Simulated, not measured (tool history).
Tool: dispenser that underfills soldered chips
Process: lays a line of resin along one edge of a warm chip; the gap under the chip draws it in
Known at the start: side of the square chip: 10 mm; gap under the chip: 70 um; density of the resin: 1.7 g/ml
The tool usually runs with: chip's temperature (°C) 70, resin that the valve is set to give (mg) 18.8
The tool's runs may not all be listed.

run,hour,chip's temperature (°C),resin that the valve is set to give (mg),time until the resin shows at the far edge (s),resin that the valve gave (mg)
1,0,70,18.8,31.1,18.81
# hour 2.6: new syringe of resin
2,5.2,70,18.8,25.6,18.62
3,10,70,18.8,31.7,18.7
# hour 12.8: new syringe of resin
4,14.2,70,18.8,24.4,18.79
5,18,70,18.8,28.1,18.67
# hour 22.9: new syringe of resin
6,23,72,23.3,20.9,23.19
7,25.3,72,23.3,23.1,23.06
8,28.4,76,17.1,23.3,17.03
9,32.1,66,23.6,38.9,23.39
# hour 33.1: new syringe of resin
10,35.1,65,21,29.1,20.93

Predict each of these 3 candidate next runs independently; none follows another, all start after run 10:
A,39.6,73,18.8,?,?
B,39.6,65,18.3,?,?
C,39.6,74,16.4,?,?

run,time until the resin shows at the far edge (s),resin that the valve gave (mg)
A,27,18.68
B,36.5,18.11
C,26.4,16.25
Stripped of hidden state, with their random variation kept, the same runs would have yielded:
run,time until the resin shows at the far edge (s),resin that the valve gave (mg)
A,20.2,18.87
B,27.3,18.3
C,19.7,16.42

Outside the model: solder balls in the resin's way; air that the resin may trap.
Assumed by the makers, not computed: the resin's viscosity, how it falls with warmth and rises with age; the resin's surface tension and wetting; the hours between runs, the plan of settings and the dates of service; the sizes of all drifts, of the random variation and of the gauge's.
